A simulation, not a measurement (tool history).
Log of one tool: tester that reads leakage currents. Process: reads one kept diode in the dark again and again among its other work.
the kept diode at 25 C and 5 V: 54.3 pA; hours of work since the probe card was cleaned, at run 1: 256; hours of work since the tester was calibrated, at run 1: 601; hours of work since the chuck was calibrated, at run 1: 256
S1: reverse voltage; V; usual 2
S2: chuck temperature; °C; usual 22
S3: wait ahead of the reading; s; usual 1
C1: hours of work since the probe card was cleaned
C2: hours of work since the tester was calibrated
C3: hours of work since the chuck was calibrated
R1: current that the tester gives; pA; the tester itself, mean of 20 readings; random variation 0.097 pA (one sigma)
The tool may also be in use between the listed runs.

Run 1, hour 0: usual settings; C1 256; C2 601; C3 256. Result: R1 29.21 pA.
Run 2, hour 152.1: usual settings; C1 368; C2 714; C3 368. Result: R1 30.16 pA.
Run 3, hour 326.2: usual settings but S1 3.55 V; C1 497; C2 843; C3 497. Result: R1 41.82 pA.
Run 4, hour 526.1: usual settings but S1 3.55 V; C1 645; C2 990; C3 645. Result: R1 43.84 pA.
At hour 660.3: chuck's temperature calibrated.
Run 5, hour 706.1: usual settings but S1 3.55 V; C1 777; C2 1122; C3 34. Result: R1 39.21 pA.
Run 6, hour 848.8: usual settings; C1 882; C2 1228; C3 139. Result: R1 30.29 pA.
Run 7, hour 983.3: usual settings; C1 982; C2 1327; C3 239. Result: R1 31.42 pA.
Run 8, hour 1133.4: usual settings; C1 1093; C2 1438; C3 350. Result: R1 32.6 pA.
Run 9, hour 1343: usual settings; C1 1248; C2 1593; C3 505. Result: R1 34.38 pA.
Run 10, hour 1526.8: usual settings; C1 1384; C2 1729; C3 641. Result: R1 35.73 pA.
At hour 1667.6: chuck's temperature calibrated.
Run 11, hour 1733.2: usual settings; C1 1535; C2 1880; C3 49. Result: R1 31.29 pA.
Run 12, hour 1875.7: usual settings but S1 3.2 V, S2 31 °C, S3 2.59 s; C1 1640; C2 1986; C3 154. Result: R1 85.23 pA.
Run 13, hour 2069.1: usual settings but S1 10.98 V, S3 0.84 s; C1 1783; C2 2129; C3 297. Result: R1 87.89 pA.
Run 14, hour 2257.2: usual settings but S1 10.98 V, S3 0.84 s; C1 1922; C2 2268; C3 436. Result: R1 92.8 pA.
Run 15, hour 2429.5: usual settings but S1 7.51 V, S2 23 °C, S3 0.57 s; C1 2050; C2 2395; C3 564. Result: R1 83.43 pA.
Run 16, hour 2534.5: usual settings but S1 7.51 V, S2 23 °C, S3 0.57 s; C1 2127; C2 2473; C3 641. Result: R1 85.19 pA.

The next listed run, before its measurement:
At hour 2673.1: chuck's temperature calibrated.
Run 17, hour 2673.1: usual settings but S1 3.88 V, S2 31 °C, S3 0.36 s; C1 2229; C2 2574; C3 0. Result: R1 ?.

Run 17 gave R1 97.63 pA.
Without the tool's hidden state the same run would have given R1 86.98 pA.

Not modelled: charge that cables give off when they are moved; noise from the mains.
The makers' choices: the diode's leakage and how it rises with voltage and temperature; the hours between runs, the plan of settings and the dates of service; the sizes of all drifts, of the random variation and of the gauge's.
